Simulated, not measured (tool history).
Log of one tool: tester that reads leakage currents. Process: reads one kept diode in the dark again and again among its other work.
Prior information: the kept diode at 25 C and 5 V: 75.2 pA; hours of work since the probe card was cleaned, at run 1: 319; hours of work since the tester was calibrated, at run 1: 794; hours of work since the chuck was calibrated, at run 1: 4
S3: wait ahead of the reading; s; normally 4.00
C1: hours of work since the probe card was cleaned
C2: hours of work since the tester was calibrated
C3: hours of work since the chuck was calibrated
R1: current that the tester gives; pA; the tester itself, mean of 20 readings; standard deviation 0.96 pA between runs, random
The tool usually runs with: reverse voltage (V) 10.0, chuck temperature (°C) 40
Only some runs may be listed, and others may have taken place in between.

{"run": 1, "hour": 0.0, "reverse voltage (V)": 10.0, "chuck temperature (°C)": 40, "S3": 4.0, "C1": 319, "C2": 794, "C3": 4, "R1": 320.63}
{"run": 2, "hour": 43.3, "reverse voltage (V)": 10.0, "chuck temperature (°C)": 31, "S3": 4.0, "C1": 341, "C2": 816, "C3": 26, "R1": 171.93}
{"run": 3, "hour": 76.9, "reverse voltage (V)": 10.4, "chuck temperature (°C)": 31, "S3": 4.0, "C1": 358, "C2": 833, "C3": 42, "R1": 176.22}
{"run": 4, "hour": 104.5, "reverse voltage (V)": 10.4, "chuck temperature (°C)": 31, "S3": 4.0, "C1": 372, "C2": 847, "C3": 56, "R1": 176.01}
{"run": 5, "hour": 132.3, "reverse voltage (V)": 10.4, "chuck temperature (°C)": 31, "S3": 4.0, "C1": 386, "C2": 860, "C3": 70, "R1": 175.56}
{"run": 6, "hour": 165.5, "reverse voltage (V)": 10.4, "chuck temperature (°C)": 31, "S3": 4.0, "C1": 402, "C2": 877, "C3": 87, "R1": 175.73}
{"run": 7, "hour": 194.7, "reverse voltage (V)": 1.1, "chuck temperature (°C)": 55, "S3": 0.76, "C1": 417, "C2": 892, "C3": 102, "R1": 247.95}
{"run": 8, "hour": 217.1, "reverse voltage (V)": 1.4, "chuck temperature (°C)": 46, "S3": 0.35, "C1": 428, "C2": 903, "C3": 113, "R1": 160.71}
{"run": 9, "hour": 238.1, "reverse voltage (V)": 1.4, "chuck temperature (°C)": 46, "S3": 0.35, "C1": 439, "C2": 914, "C3": 123, "R1": 161.01}
{"run": 10, "hour": 278.1, "reverse voltage (V)": 7.4, "chuck temperature (°C)": 52, "S3": 2.97, "C1": 459, "C2": 934, "C3": 143, "R1": 584.53}
{"run": 11, "hour": 328.5, "reverse voltage (V)": 7.4, "chuck temperature (°C)": 52, "S3": 2.97, "C1": 484, "C2": 959, "C3": 169, "R1": 585.31}

Branching from run 11: 3 alternative next runs. What would each branch give?
{"run": "A", "hour": 359.9, "reverse voltage (V)": 7.4, "chuck temperature (°C)": 48, "S3": 5.3, "C1": 500, "C2": 975, "C3": 185, "R1": "?"}
{"run": "B", "hour": 359.9, "reverse voltage (V)": 9.3, "chuck temperature (°C)": 40, "S3": 0.35, "C1": 500, "C2": 975, "C3": 185, "R1": "?"}
{"run": "C", "hour": 359.9, "reverse voltage (V)": 19.3, "chuck temperature (°C)": 32, "S3": 2.97, "C1": 500, "C2": 975, "C3": 185, "R1": "?"}

run=A R1=452.70
run=B R1=314.48
run=C R1=263.50
Take away the tool's hidden state, keep each run's random variation, and the runs would have read:
run=A R1=456.06
run=B R1=316.63
run=C R1=264.88

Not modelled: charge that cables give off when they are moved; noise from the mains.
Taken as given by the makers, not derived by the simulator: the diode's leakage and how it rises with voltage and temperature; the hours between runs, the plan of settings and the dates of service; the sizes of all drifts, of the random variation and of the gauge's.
